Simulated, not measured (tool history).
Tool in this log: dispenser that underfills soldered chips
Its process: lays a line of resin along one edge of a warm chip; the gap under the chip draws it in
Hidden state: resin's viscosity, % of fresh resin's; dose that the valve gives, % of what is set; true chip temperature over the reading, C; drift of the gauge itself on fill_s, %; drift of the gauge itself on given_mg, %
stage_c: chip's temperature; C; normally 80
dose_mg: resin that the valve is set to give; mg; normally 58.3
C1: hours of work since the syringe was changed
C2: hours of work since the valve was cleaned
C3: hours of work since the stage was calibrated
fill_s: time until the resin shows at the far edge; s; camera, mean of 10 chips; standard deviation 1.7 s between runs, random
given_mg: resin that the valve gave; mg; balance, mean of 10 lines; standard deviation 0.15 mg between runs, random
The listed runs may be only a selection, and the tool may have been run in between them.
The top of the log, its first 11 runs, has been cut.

-- day=2.729 dispensing valve cleaned and set on the balance
-- day=2.854 new syringe of resin
run 12 day=2.854 | stage_c=80 dose_mg=58.3 | C1=0 C2=2 C3=159 | fill_s=178.8 given_mg=58.32
run 13 day=3.129 | stage_c=80 dose_mg=58.3 | C1=4 C2=6 C3=163 | fill_s=223.8 given_mg=57.79
run 14 day=3.342 | stage_c=80 dose_mg=58.3 | C1=7 C2=9 C3=166 | fill_s=265.5 given_mg=57.99
-- day=3.442 new syringe of resin
run 15 day=3.638 | stage_c=77 dose_mg=58.3 | C1=3 C2=13 C3=170 | fill_s=232.2 given_mg=57.57
run 16 day=3.817 | stage_c=77 dose_mg=58.3 | C1=5 C2=15 C3=172 | fill_s=263.3 given_mg=57.58
run 17 day=3.988 | stage_c=77 dose_mg=58.3 | C1=8 C2=18 C3=175 | fill_s=300.8 given_mg=57.11
-- day=4.021 new syringe of resin
run 18 day=4.204 | stage_c=80 dose_mg=58.3 | C1=3 C2=21 C3=178 | fill_s=205.6 given_mg=56.95
run 19 day=4.496 | stage_c=84 dose_mg=68.1 | C1=7 C2=25 C3=182 | fill_s=220.1 given_mg=66.68
-- day=4.608 new syringe of resin
run 20 day=4.825 | stage_c=80 dose_mg=58.6 | C1=3 C2=30 C3=187 | fill_s=214.3 given_mg=57.02
-- day=5.188 new syringe of resin
run 21 day=5.192 | stage_c=80 dose_mg=49.9 | C1=0 C2=35 C3=192 | fill_s=190.2 given_mg=48.4
run 22 day=5.408 | stage_c=88 dose_mg=54.2 | C1=3 C2=38 C3=195 | fill_s=171.1 given_mg=52.44
run 23 day=5.571 | stage_c=88 dose_mg=54.2 | C1=6 C2=41 C3=197 | fill_s=194 given_mg=52.34
run 24 day=5.742 | stage_c=82 dose_mg=50.1 | C1=8 C2=43 C3=200 | fill_s=284.3 given_mg=48.41
-- day=5.771 new syringe of resin
-- day=6 dispensing valve cleaned and set on the balance
run 25 day=6.058 | stage_c=80 dose_mg=52.3 | C1=4 C2=1 C3=204 | fill_s=220.2 given_mg=52.15
run 26 day=6.358 | stage_c=80 dose_mg=66.4 | C1=8 C2=5 C3=208 | fill_s=271.2 given_mg=66.33
-- day=6.4 new syringe of resin
run 27 day=6.538 | stage_c=90 dose_mg=53.4 | C1=2 C2=8 C3=211 | fill_s=149.3 given_mg=53.25
run 28 day=6.708 | stage_c=92 dose_mg=53.1 | C1=4 C2=10 C3=213 | fill_s=156.2 given_mg=52.88
run 29 day=6.917 | stage_c=83 dose_mg=64.7 | C1=8 C2=13 C3=216 | fill_s=251.7 given_mg=64.27
-- day=6.979 new syringe of resin
run 30 day=7.254 | stage_c=83 dose_mg=64.7 | C1=4 C2=18 C3=221 | fill_s=200.9 given_mg=64.13
-- day=7.571 new syringe of resin
run 31 day=7.612 | stage_c=83 dose_mg=64.7 | C1=1 C2=23 C3=226 | fill_s=172.3 given_mg=63.61
run 32 day=7.958 | stage_c=68 dose_mg=64.7 | C1=6 C2=28 C3=231 | fill_s=382.4 given_mg=63.65
run 33 day=8.112 | stage_c=91 dose_mg=51.3 | C1=8 C2=30 C3=233 | fill_s=200.7 given_mg=50.15
-- day=8.15 new syringe of resin
run 34 day=8.412 | stage_c=75 dose_mg=74.4 | C1=4 C2=35 C3=237 | fill_s=264.1 given_mg=72.71
run 35 day=8.608 | stage_c=88 dose_mg=73.3 | C1=7 C2=37 C3=240 | fill_s=200.7 given_mg=71.44
-- day=8.725 new syringe of resin
run 36 day=8.862 | stage_c=78 dose_mg=50.9 | C1=2 C2=41 C3=244 | fill_s=223 given_mg=49.46

Each row is a separate what-if for the run after 36, all from the same tool condition, not one after another. Results?
run A day=9.046 | stage_c=84 dose_mg=74.6 | C1=5 C2=44 C3=246 | fill_s=? given_mg=?
run B day=9.046 | stage_c=93 dose_mg=58.7 | C1=5 C2=44 C3=246 | fill_s=? given_mg=?
run C day=9.046 | stage_c=93 dose_mg=59.9 | C1=5 C2=44 C3=246 | fill_s=? given_mg=?
run D day=9.046 | stage_c=82 dose_mg=58.9 | C1=5 C2=44 C3=246 | fill_s=? given_mg=?

run=A fill_s=203 given_mg=71.9
run=B fill_s=155.8 given_mg=56.9
run=C fill_s=153.3 given_mg=58.37
run=D fill_s=219.5 given_mg=57.02
Without the tool's unlogged condition, the same runs would have read:
run=A fill_s=148 given_mg=74.27
run=B fill_s=113.6 given_mg=58.78
run=C fill_s=111.9 given_mg=60.3
run=D fill_s=159.3 given_mg=58.91
